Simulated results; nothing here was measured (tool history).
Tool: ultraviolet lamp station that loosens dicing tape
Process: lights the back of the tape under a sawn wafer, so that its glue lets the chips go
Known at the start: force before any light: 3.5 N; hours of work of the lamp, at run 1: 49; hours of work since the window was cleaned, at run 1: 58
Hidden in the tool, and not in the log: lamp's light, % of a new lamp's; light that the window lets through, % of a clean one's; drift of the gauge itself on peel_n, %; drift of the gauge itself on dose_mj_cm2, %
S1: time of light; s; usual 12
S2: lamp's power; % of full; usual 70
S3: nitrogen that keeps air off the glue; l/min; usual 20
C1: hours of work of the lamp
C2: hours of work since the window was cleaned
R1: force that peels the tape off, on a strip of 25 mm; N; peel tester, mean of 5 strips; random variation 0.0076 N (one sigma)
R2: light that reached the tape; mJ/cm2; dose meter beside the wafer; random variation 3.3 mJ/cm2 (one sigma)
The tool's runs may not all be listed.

run   hour  S1  S2  S3   C1   C2     R1   R2
  1    0.0  12  70  20   49   58  0.307  494
  2    7.1  12  70  20   53   63  0.310  497
  3   17.0  12  70  20   60   69  0.305  499
  4   23.2  12  70  20   64   73  0.312  496
  5   31.9  12  70  20   69   79  0.313  494
  6   36.7  12  70  21   72   82  0.304  489
  7   47.5  12  70  37   79   89  0.215  492
  8   57.9  12  70  37   86   96  0.235  502
  9   69.0  12  60  37   93  103  0.310  415
 10   78.2  12  60  37   99  109  0.301  418
 11   83.4  12  70  20  103  112  0.309  490
 12   92.1  12  70  20  108  118  0.313  487
 13   98.7  12  70  20  113  122  0.321  488
 14  108.4  12  70  20  119  128  0.329  484
 15  119.1  12  70  20  126  135  0.324  483
 16  126.0  12  77  20  130  140  0.272  531
 17  132.1  12  77  20  134  144  0.270  527
 18  138.6  12  77  20  139  148  0.274  523
 19  149.2   8  65  15  146  155  0.888  294
 20  154.4  13  70  19  149  158  0.292  522
 21  164.2  11  87  14  155  165  0.325  545
 22  173.9  12  70  22  162  171  0.315  476
 23  180.2  12  70  22  166  175  0.323  477
 24  188.2  12  83  13  171  180  0.321  565
 25  196.4   8  83  35  176  186  0.406  373
 26  207.1   8  72  35  183  193  0.522  325
 27  218.1   8  72  35  190  200  0.540  321
 28  223.1   7  78  20  194  203  0.754  308
 29  229.1  19  70  20  197  207  0.116  749
 30  235.7  18  84  30  202  211  0.099  852
 31  245.7  17  70   8  208  218  0.304  669
 32  251.3  12  85  16  212  221  0.261  568
 33  260.0  12  76  16  217  227  0.325  515
 34  268.6  12  76  16  223  233  0.358  502
 35  275.1  12  76  16  227  237  0.346  502

Forecast each of these 5 alternatives for the next run:
  A  283.2  22  79  16  233  242   ?   ?
  B  283.2   7  76  10  233  242   ?   ?
  C  283.2   9  91  37  233  242   ?   ?
  D  283.2  16  63  19  233  242   ?   ?
  E  283.2   9  69   8  233  242   ?   ?

run     R1   R2
  A  0.083  952
  B  1.076  292
  C  0.264  453
  D  0.246  552
  E  0.957  344
Without the tool's hidden state the same runs would have given:
run     R1    R2
  A  0.071  1056
  B  0.947   324
  C  0.211   503
  D  0.194   613
  E  0.833   382

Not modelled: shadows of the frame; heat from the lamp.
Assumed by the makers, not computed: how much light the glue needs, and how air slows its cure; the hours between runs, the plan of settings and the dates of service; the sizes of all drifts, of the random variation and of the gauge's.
